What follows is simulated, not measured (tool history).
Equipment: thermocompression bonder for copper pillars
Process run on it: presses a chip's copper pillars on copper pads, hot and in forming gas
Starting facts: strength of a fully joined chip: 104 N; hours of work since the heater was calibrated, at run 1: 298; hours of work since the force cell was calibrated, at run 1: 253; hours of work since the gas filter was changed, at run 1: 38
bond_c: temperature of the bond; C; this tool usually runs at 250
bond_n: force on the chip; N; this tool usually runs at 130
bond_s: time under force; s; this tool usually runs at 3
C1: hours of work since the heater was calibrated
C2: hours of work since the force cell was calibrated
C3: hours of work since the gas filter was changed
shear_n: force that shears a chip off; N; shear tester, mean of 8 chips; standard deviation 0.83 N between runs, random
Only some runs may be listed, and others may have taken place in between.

{"run": 1, "hour": 0.0, "bond_c": 250, "bond_n": 130, "bond_s": 3, "C1": 298, "C2": 253, "C3": 38, "shear_n": 68.5}
{"run": 2, "hour": 14.8, "bond_c": 250, "bond_n": 130, "bond_s": 3, "C1": 305, "C2": 260, "C3": 45, "shear_n": 69.3}
{"run": 3, "hour": 24.5, "bond_c": 250, "bond_n": 130, "bond_s": 3, "C1": 309, "C2": 264, "C3": 50, "shear_n": 72.4}
{"run": 4, "hour": 33.3, "bond_c": 250, "bond_n": 130, "bond_s": 3, "C1": 313, "C2": 268, "C3": 54, "shear_n": 69.4}
{"run": 5, "hour": 49.4, "bond_c": 250, "bond_n": 130, "bond_s": 3, "C1": 320, "C2": 276, "C3": 61, "shear_n": 68.3}
{"run": 6, "hour": 58.3, "bond_c": 250, "bond_n": 130, "bond_s": 3, "C1": 324, "C2": 280, "C3": 65, "shear_n": 69}
{"run": 7, "hour": 73.9, "bond_c": 250, "bond_n": 113, "bond_s": 3, "C1": 332, "C2": 287, "C3": 72, "shear_n": 64.2}
{"run": 8, "hour": 90.0, "bond_c": 250, "bond_n": 130, "bond_s": 3, "C1": 339, "C2": 294, "C3": 79, "shear_n": 70.3}
{"run": 9, "hour": 106.5, "bond_c": 250, "bond_n": 130, "bond_s": 3, "C1": 346, "C2": 302, "C3": 87, "shear_n": 70.1}
{"run": 10, "hour": 116.2, "bond_c": 250, "bond_n": 130, "bond_s": 3, "C1": 351, "C2": 306, "C3": 91, "shear_n": 69.1}
{"run": 11, "hour": 130.5, "bond_c": 250, "bond_n": 130, "bond_s": 3, "C1": 357, "C2": 313, "C3": 98, "shear_n": 71}
{"run": 12, "hour": 144.9, "bond_c": 250, "bond_n": 130, "bond_s": 3, "C1": 364, "C2": 319, "C3": 104, "shear_n": 70.7}
{"run": 13, "hour": 157.7, "bond_c": 250, "bond_n": 130, "bond_s": 3, "C1": 370, "C2": 325, "C3": 110, "shear_n": 68.5}
{"run": 14, "hour": 170.6, "bond_c": 250, "bond_n": 130, "bond_s": 3, "C1": 376, "C2": 331, "C3": 116, "shear_n": 69.7}
{"run": 15, "hour": 184.6, "bond_c": 250, "bond_n": 130, "bond_s": 2, "C1": 382, "C2": 337, "C3": 122, "shear_n": 61.7}
{"run": 16, "hour": 194.3, "bond_c": 250, "bond_n": 147, "bond_s": 3, "C1": 386, "C2": 342, "C3": 127, "shear_n": 75.1}
{"run": 17, "hour": 205.5, "bond_c": 250, "bond_n": 130, "bond_s": 6, "C1": 391, "C2": 347, "C3": 132, "shear_n": 82.8}
{"run": 18, "hour": 220.7, "bond_c": 250, "bond_n": 130, "bond_s": 6, "C1": 398, "C2": 354, "C3": 139, "shear_n": 80.4}
{"run": 19, "hour": 229.1, "bond_c": 250, "bond_n": 130, "bond_s": 6, "C1": 402, "C2": 358, "C3": 143, "shear_n": 82.7}
{"run": 20, "hour": 242.3, "bond_c": 250, "bond_n": 130, "bond_s": 3, "C1": 408, "C2": 364, "C3": 149, "shear_n": 68.6}
{"run": 21, "hour": 260.2, "bond_c": 260, "bond_n": 130, "bond_s": 3, "C1": 416, "C2": 372, "C3": 157, "shear_n": 77}
{"run": 22, "hour": 278.5, "bond_c": 250, "bond_n": 120, "bond_s": 3, "C1": 425, "C2": 380, "C3": 165, "shear_n": 66.6}
{"hour": 283.4, "done": "forming gas filter changed"}
{"run": 23, "hour": 291.3, "bond_c": 250, "bond_n": 120, "bond_s": 3, "C1": 430, "C2": 386, "C3": 4, "shear_n": 69.3}
{"run": 24, "hour": 299.7, "bond_c": 250, "bond_n": 120, "bond_s": 3, "C1": 434, "C2": 389, "C3": 7, "shear_n": 68.8}
{"run": 25, "hour": 317.4, "bond_c": 230, "bond_n": 126, "bond_s": 9, "C1": 442, "C2": 398, "C3": 15, "shear_n": 78.2}
{"run": 26, "hour": 325.6, "bond_c": 250, "bond_n": 111, "bond_s": 6, "C1": 446, "C2": 401, "C3": 19, "shear_n": 77.7}
{"run": 27, "hour": 333.2, "bond_c": 258, "bond_n": 130, "bond_s": 3, "C1": 449, "C2": 405, "C3": 23, "shear_n": 75.6}
{"hour": 336.1, "done": "heater calibrated with a thermocouple chip"}
{"run": 28, "hour": 352.3, "bond_c": 258, "bond_n": 130, "bond_s": 3, "C1": 7, "C2": 413, "C3": 30, "shear_n": 76.9}
{"run": 29, "hour": 362.7, "bond_c": 255, "bond_n": 78, "bond_s": 4, "C1": 12, "C2": 417, "C3": 35, "shear_n": 59.7}
{"hour": 382.8, "done": "heater calibrated with a thermocouple chip, once more"}
{"run": 30, "hour": 383.0, "bond_c": 255, "bond_n": 78, "bond_s": 4, "C1": 0, "C2": 426, "C3": 44, "shear_n": 53.5}
{"run": 31, "hour": 390.4, "bond_c": 255, "bond_n": 78, "bond_s": 4, "C1": 3, "C2": 429, "C3": 47, "shear_n": 53.9}
{"run": 32, "hour": 407.5, "bond_c": 255, "bond_n": 78, "bond_s": 4, "C1": 11, "C2": 437, "C3": 55, "shear_n": 54.2}
{"run": 33, "hour": 415.1, "bond_c": 231, "bond_n": 130, "bond_s": 4, "C1": 15, "C2": 440, "C3": 58, "shear_n": 59.1}
{"run": 34, "hour": 431.1, "bond_c": 248, "bond_n": 107, "bond_s": 3, "C1": 22, "C2": 447, "C3": 65, "shear_n": 57.5}
{"run": 35, "hour": 439.3, "bond_c": 248, "bond_n": 107, "bond_s": 3, "C1": 26, "C2": 451, "C3": 69, "shear_n": 56.5}
{"run": 36, "hour": 456.6, "bond_c": 237, "bond_n": 155, "bond_s": 2, "C1": 34, "C2": 459, "C3": 77, "shear_n": 58.7}
{"run": 37, "hour": 466.7, "bond_c": 237, "bond_n": 155, "bond_s": 2, "C1": 38, "C2": 464, "C3": 82, "shear_n": 57.6}
{"run": 38, "hour": 476.1, "bond_c": 273, "bond_n": 124, "bond_s": 4, "C1": 42, "C2": 468, "C3": 86, "shear_n": 84.1}
{"run": 39, "hour": 493.2, "bond_c": 273, "bond_n": 86, "bond_s": 3, "C1": 50, "C2": 476, "C3": 94, "shear_n": 63.6}

Entry by entry between the runs, the difference in hidden state between the last listed run before and the first listed run after:
In the gap between runs 22 and 23: forming gas filter changed (hour 283.4)
  true temperature of the bond over the reading, C: 6.4 -> 6.5; force that reaches the chip, % of what is set: 103.9 -> 104; oxide that the forming gas leaves, % of the face: 3.76 -> 0.64
  difference, measured minus the result without the unlogged condition, shear_n: +3.5 -> +5.8 N
In the gap between runs 27 and 28: heater calibrated with a thermocouple chip (hour 336.1)
  true temperature of the bond over the reading, C: 6.8 -> 8.7; oxide that the forming gas leaves, % of the face: 1.02 -> 1.16
  difference, measured minus the result without the unlogged condition, shear_n: +5.3 -> +6.4 N
In the gap between runs 29 and 30: heater calibrated with a thermocouple chip, once more (hour 382.8)
  true temperature of the bond over the reading, C: 8.8 -> -1.1; force that reaches the chip, % of what is set: 104.3 -> 104.4; oxide that the forming gas leaves, % of the face: 1.26 -> 1.43
  difference, measured minus the result without the unlogged condition, shear_n: +6.6 -> +0.6 N
